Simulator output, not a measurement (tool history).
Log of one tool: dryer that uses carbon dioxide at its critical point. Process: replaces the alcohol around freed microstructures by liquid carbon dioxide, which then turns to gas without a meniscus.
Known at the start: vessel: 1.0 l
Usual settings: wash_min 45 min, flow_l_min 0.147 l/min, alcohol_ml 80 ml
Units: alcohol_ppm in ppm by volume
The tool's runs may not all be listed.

| run | hour | wash_min | flow_l_min | alcohol_ml | alcohol_ppm |
|---|---|---|---|---|---|
| 1 | 0 | 45 | 0.147 | 80 | 513 |
| 2 | 21.8 | 45 | 0.147 | 80 | 533 |
| 3 | 58.1 | 45 | 0.147 | 80 | 558 |
| 4 | 100.8 | 45 | 0.147 | 80 | 571 |
| 5 | 128.1 | 45 | 0.147 | 80 | 616 |
| 6 | 148 | 45 | 0.147 | 80 | 602 |
| 7 | 177.7 | 45 | 0.147 | 80 | 648 |
| 8 | 198.8 | 45 | 0.147 | 80 | 640 |
| 9 | 222.3 | 45 | 0.147 | 80 | 676 |
| 10 | 259 | 45 | 0.147 | 80 | 696 |
| 11 | 284.2 | 45 | 0.147 | 80 | 712 |
|  | 323.4 | inlet filter changed |
| 12 | 329 | 45 | 0.147 | 80 | 366 |
| 13 | 360.8 | 45 | 0.147 | 80 | 377 |
| 14 | 410 | 45 | 0.147 | 80 | 402 |
| 15 | 431.6 | 45 | 0.147 | 80 | 404 |
| 16 | 458.4 | 45 | 0.147 | 80 | 411 |
| 17 | 489.3 | 45 | 0.147 | 80 | 449 |
| 18 | 510.4 | 45 | 0.147 | 80 | 451 |
| 19 | 534.6 | 45 | 0.147 | 80 | 450 |
| 20 | 565.2 | 45 | 0.147 | 80 | 476 |
| 21 | 603.1 | 51 | 0.147 | 80 | 264 |
| 22 | 636.7 | 45 | 0.147 | 80 | 523 |
| 23 | 666.5 | 45 | 0.147 | 80 | 536 |
| 24 | 691.9 | 46 | 0.092 | 40 | 1651 |
| 25 | 737.2 | 45 | 0.102 | 25 | 832 |
| 26 | 776.5 | 69 | 0.183 | 37 | 47 |
| 27 | 802.6 | 51 | 0.183 | 37 | 86 |
| 28 | 825.2 | 45 | 0.215 | 22 | 67 |
| 29 | 856.5 | 45 | 0.102 | 83 | 2984 |
| 30 | 896 | 33 | 0.135 | 54 | 2156 |
| 31 | 933.2 | 45 | 0.147 | 40 | 375 |
| 32 | 959.7 | 30 | 0.198 | 40 | 565 |

Run 33 comes next. What will it give?
| 33 | 1005.2 | 62 | 0.198 | 30 | ? |

{"run 33": {"alcohol_ppm": 68}}
Without the tool's hidden state the same run would have given alcohol_ppm 15 ppm by volume.

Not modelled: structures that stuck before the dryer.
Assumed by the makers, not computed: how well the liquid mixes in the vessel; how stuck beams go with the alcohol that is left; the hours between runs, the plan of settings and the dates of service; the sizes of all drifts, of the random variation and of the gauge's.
